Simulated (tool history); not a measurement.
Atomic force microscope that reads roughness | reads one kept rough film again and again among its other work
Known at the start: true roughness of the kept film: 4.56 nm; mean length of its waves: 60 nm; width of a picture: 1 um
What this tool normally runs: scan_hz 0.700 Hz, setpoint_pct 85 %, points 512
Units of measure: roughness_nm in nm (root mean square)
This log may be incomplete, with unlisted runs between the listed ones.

run,day,scan_hz,setpoint_pct,points,roughness_nm
1,0.000,0.700,85,512,3.962
2,1.821,2.926,85,512,3.221
# day 2.325: new tip fitted
3,3.038,2.926,85,512,3.417
4,4.708,2.926,85,512,3.263
# day 6.038: new tip fitted
5,6.742,2.926,85,512,3.434
6,7.846,0.700,85,512,3.907
7,9.233,0.700,85,512,3.765
# day 9.775: new tip fitted
8,11.021,0.700,85,512,3.975
9,13.146,0.700,85,512,3.767
# day 13.492: new tip fitted
10,15.192,0.700,85,512,3.921
11,16.367,0.700,85,512,3.781
# day 17.142: new tip fitted
12,17.583,3.172,86,512,3.382
13,18.662,1.052,66,914,3.964
14,20.183,0.982,85,710,3.678
# day 20.871: new tip fitted
15,22.246,0.615,85,512,3.965
16,23.279,0.615,85,512,3.845
# day 24.558: new tip fitted
17,25.146,3.567,85,512,3.319
18,27.138,2.178,56,429,3.890
# day 28.238: new tip fitted
19,28.538,2.178,63,266,4.079
20,30.592,0.756,82,594,3.865
# day 31.858: new tip fitted
21,32.583,0.756,82,594,4.046
22,34.279,0.756,82,594,3.844

3 options for the next run, each taken on its own from the tool as it stands now. Forecast them:
# day 34.500: height scale calibrated on a step standard
A,35.238,1.770,76,289,?
# day 34.500: height scale calibrated on a step standard
B,35.238,0.756,62,594,?
# day 34.500: height scale calibrated on a step standard
C,35.238,2.201,67,462,?

run,roughness_nm
A,3.681
B,3.918
C,3.725
Without the tool's hidden state the same runs would have given:
run,roughness_nm
A,4.064
B,4.327
C,4.113
